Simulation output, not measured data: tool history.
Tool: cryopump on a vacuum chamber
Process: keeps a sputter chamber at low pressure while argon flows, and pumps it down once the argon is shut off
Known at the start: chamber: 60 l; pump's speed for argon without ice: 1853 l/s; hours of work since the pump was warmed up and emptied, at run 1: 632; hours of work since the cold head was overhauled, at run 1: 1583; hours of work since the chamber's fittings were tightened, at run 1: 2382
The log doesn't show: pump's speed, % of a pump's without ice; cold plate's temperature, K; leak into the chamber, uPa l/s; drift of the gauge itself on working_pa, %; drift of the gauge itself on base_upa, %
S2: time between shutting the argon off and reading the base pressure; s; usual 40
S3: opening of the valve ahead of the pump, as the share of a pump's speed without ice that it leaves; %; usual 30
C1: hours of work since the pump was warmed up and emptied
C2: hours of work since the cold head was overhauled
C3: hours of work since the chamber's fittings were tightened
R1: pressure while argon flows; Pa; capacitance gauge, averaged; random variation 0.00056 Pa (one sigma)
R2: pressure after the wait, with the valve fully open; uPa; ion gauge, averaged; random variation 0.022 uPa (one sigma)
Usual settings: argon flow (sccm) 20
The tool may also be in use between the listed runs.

{"run": 1, "day": 0.0, "argon flow (sccm)": 20, "S2": 40, "S3": 30, "C1": 632, "C2": 1583, "C3": 2382, "R1": 0.0649, "R2": 1.75}
{"run": 2, "day": 2.946, "argon flow (sccm)": 20, "S2": 40, "S3": 24, "C1": 673, "C2": 1624, "C3": 2422, "R1": 0.08, "R2": 1.83}
{"run": 3, "day": 5.379, "argon flow (sccm)": 20, "S2": 40, "S3": 18, "C1": 706, "C2": 1657, "C3": 2456, "R1": 0.1068, "R2": 1.82}
{"run": 4, "day": 6.892, "argon flow (sccm)": 20, "S2": 232, "S3": 30, "C1": 727, "C2": 1678, "C3": 2476, "R1": 0.066, "R2": 1.54}
{"run": 5, "day": 8.7, "argon flow (sccm)": 20, "S2": 40, "S3": 30, "C1": 752, "C2": 1702, "C3": 2501, "R1": 0.0642, "R2": 1.88}
{"run": 6, "day": 10.729, "argon flow (sccm)": 20, "S2": 40, "S3": 30, "C1": 779, "C2": 1730, "C3": 2529, "R1": 0.0655, "R2": 1.95}
{"run": 7, "day": 12.854, "argon flow (sccm)": 20, "S2": 40, "S3": 30, "C1": 809, "C2": 1759, "C3": 2558, "R1": 0.0651, "R2": 1.92}
{"run": 8, "day": 15.988, "argon flow (sccm)": 20, "S2": 182, "S3": 30, "C1": 851, "C2": 1802, "C3": 2601, "R1": 0.0666, "R2": 1.68}
{"run": 9, "day": 17.475, "argon flow (sccm)": 20, "S2": 182, "S3": 30, "C1": 872, "C2": 1823, "C3": 2621, "R1": 0.0665, "R2": 1.66}
{"run": 10, "day": 19.721, "argon flow (sccm)": 37, "S2": 35, "S3": 30, "C1": 903, "C2": 1853, "C3": 2652, "R1": 0.1232, "R2": 2.11}
{"run": 11, "day": 22.446, "argon flow (sccm)": 15, "S2": 255, "S3": 55, "C1": 940, "C2": 1891, "C3": 2689, "R1": 0.0291, "R2": 1.73}
{"day": 23.525, "done": "pump warmed up, emptied and cooled again"}
{"run": 12, "day": 25.488, "argon flow (sccm)": 15, "S2": 255, "S3": 55, "C1": 27, "C2": 1930, "C3": 2728, "R1": 0.0258, "R2": 1.38}
{"run": 13, "day": 27.783, "argon flow (sccm)": 10, "S2": 245, "S3": 51, "C1": 58, "C2": 1961, "C3": 2760, "R1": 0.0182, "R2": 1.4}
{"run": 14, "day": 30.796, "argon flow (sccm)": 19, "S2": 208, "S3": 18, "C1": 100, "C2": 2002, "C3": 2801, "R1": 0.0975, "R2": 1.47}
{"run": 15, "day": 33.988, "argon flow (sccm)": 19, "S2": 208, "S3": 18, "C1": 143, "C2": 2046, "C3": 2845, "R1": 0.0963, "R2": 1.49}

5 ways to go on from here, each from the tool as it stands after run 15. What would each give?
{"run": "A", "day": 36.108, "argon flow (sccm)": 8, "S2": 74, "S3": 27, "C1": 172, "C2": 2075, "C3": 2874, "R1": "?", "R2": "?"}
{"run": "B", "day": 36.108, "argon flow (sccm)": 19, "S2": 41, "S3": 18, "C1": 172, "C2": 2075, "C3": 2874, "R1": "?", "R2": "?"}
{"run": "C", "day": 36.108, "argon flow (sccm)": 23, "S2": 67, "S3": 42, "C1": 172, "C2": 2075, "C3": 2874, "R1": "?", "R2": "?"}
{"run": "D", "day": 36.108, "argon flow (sccm)": 9, "S2": 208, "S3": 18, "C1": 172, "C2": 2075, "C3": 2874, "R1": "?", "R2": "?"}
{"run": "E", "day": 36.108, "argon flow (sccm)": 12, "S2": 40, "S3": 30, "C1": 172, "C2": 2075, "C3": 2874, "R1": "?", "R2": "?"}

run=A R1=0.0278 R2=1.62
run=B R1=0.0978 R2=1.87
run=C R1=0.0516 R2=1.69
run=D R1=0.0461 R2=1.51
run=E R1=0.0375 R2=1.87
Without the tool's hidden state the same runs would have given:
run=A R1=0.0273 R2=0.37
run=B R1=0.0966 R2=0.59
run=C R1=0.0502 R2=0.42
run=D R1=0.0455 R2=0.23
run=E R1=0.0368 R2=0.58
